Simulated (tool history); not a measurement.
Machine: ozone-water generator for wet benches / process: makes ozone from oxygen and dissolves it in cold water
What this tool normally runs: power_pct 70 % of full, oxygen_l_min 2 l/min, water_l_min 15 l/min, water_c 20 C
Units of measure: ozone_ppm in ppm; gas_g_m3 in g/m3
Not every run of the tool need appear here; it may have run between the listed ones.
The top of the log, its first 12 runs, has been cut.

Run 13, hour 669.4: usual settings but oxygen_l_min 1.82 l/min. Result: ozone_ppm 11.2 ppm, gas_g_m3 191.2 g/m3.
Run 14, hour 702.1: usual settings but oxygen_l_min 1.82 l/min. Result: ozone_ppm 11.2 ppm, gas_g_m3 190.9 g/m3.
Run 15, hour 742.2: usual settings but oxygen_l_min 1.82 l/min. Result: ozone_ppm 11.3 ppm, gas_g_m3 191.9 g/m3.
Run 16, hour 806.7: usual settings but oxygen_l_min 1.82 l/min. Result: ozone_ppm 11 ppm, gas_g_m3 191.2 g/m3.
Run 17, hour 859.3: usual settings but power_pct 74 % of full, water_c 19 C. Result: ozone_ppm 12.1 ppm, gas_g_m3 190.8 g/m3.
Run 18, hour 923: usual settings but power_pct 61 % of full, oxygen_l_min 2.57 l/min, water_l_min 22 l/min, water_c 17 C. Result: ozone_ppm 7.7 ppm, gas_g_m3 144.8 g/m3.
Run 19, hour 970.4: usual settings but power_pct 61 % of full, oxygen_l_min 2.57 l/min, water_l_min 22 l/min, water_c 17 C. Result: ozone_ppm 7.8 ppm, gas_g_m3 145.5 g/m3.
Run 20, hour 1032.7: usual settings but oxygen_l_min 1.19 l/min, water_c 26 C. Result: ozone_ppm 9.6 ppm, gas_g_m3 231.4 g/m3.
Run 21, hour 1095.6: usual settings but oxygen_l_min 2.26 l/min, water_c 17 C. Result: ozone_ppm 11.8 ppm, gas_g_m3 170.4 g/m3.
Run 22, hour 1157.1: usual settings but oxygen_l_min 1.75 l/min, water_l_min 13 l/min, water_c 17 C. Result: ozone_ppm 12.6 ppm, gas_g_m3 191.3 g/m3.
Run 23, hour 1221.6: usual settings but power_pct 74 % of full, oxygen_l_min 1.75 l/min, water_l_min 13 l/min, water_c 13 C. Result: ozone_ppm 13.7 ppm, gas_g_m3 198 g/m3.
Run 24, hour 1288.2: usual settings but power_pct 74 % of full, oxygen_l_min 2.33 l/min, water_l_min 21 l/min, water_c 14 C. Result: ozone_ppm 9.3 ppm, gas_g_m3 174 g/m3.
Run 25, hour 1324.3: usual settings but power_pct 74 % of full, oxygen_l_min 2.33 l/min, water_l_min 21 l/min, water_c 14 C. Result: ozone_ppm 9.1 ppm, gas_g_m3 172.9 g/m3.
Run 26, hour 1372: usual settings but power_pct 74 % of full, oxygen_l_min 2.33 l/min, water_l_min 21 l/min, water_c 14 C. Result: ozone_ppm 9.1 ppm, gas_g_m3 172 g/m3.
Run 27, hour 1421.1: usual settings but power_pct 74 % of full, oxygen_l_min 2.33 l/min, water_l_min 16 l/min, water_c 14 C. Result: ozone_ppm 11.9 ppm, gas_g_m3 173 g/m3.
Run 28, hour 1463: usual settings but oxygen_l_min 1.21 l/min, water_c 17 C. Result: ozone_ppm 10 ppm, gas_g_m3 227.6 g/m3.
Run 29, hour 1504.5: usual settings but oxygen_l_min 1.21 l/min, water_c 17 C. Result: ozone_ppm 9.9 ppm, gas_g_m3 227.6 g/m3.
Run 30, hour 1557.3: usual settings but oxygen_l_min 1.21 l/min, water_c 17 C. Result: ozone_ppm 9.8 ppm, gas_g_m3 226.3 g/m3.
Run 31, hour 1593.2: usual settings but power_pct 61 % of full, oxygen_l_min 1.18 l/min, water_l_min 12 l/min, water_c 19 C. Result: ozone_ppm 10.8 ppm, gas_g_m3 205.6 g/m3.
Run 32, hour 1650.7: usual settings but oxygen_l_min 1.85 l/min, water_l_min 20 l/min. Result: ozone_ppm 7.9 ppm, gas_g_m3 183.2 g/m3.

Here are 3 independent what-if runs from the current tool condition. What would each one return?
Run A, hour 1709: usual settings but power_pct 60 % of full, oxygen_l_min 1.2 l/min, water_l_min 20 l/min, water_c 18 C. Result: ozone_ppm ?, gas_g_m3 ?.
Run B, hour 1709: usual settings but oxygen_l_min 1.85 l/min, water_l_min 9 l/min, water_c 22 C. Result: ozone_ppm ?, gas_g_m3 ?.
Run C, hour 1709: usual settings but power_pct 98 % of full. Result: ozone_ppm ?, gas_g_m3 ?.

run  ozone_ppm  gas_g_m3
  A        6.6     204.4
  B       16.1     183.3
  C       13.8       224
What these runs would have given with no unlogged condition in the tool:
run  ozone_ppm  gas_g_m3
  A        7.5     225.9
  B       18.3     205.5
  C       16.2     258.6

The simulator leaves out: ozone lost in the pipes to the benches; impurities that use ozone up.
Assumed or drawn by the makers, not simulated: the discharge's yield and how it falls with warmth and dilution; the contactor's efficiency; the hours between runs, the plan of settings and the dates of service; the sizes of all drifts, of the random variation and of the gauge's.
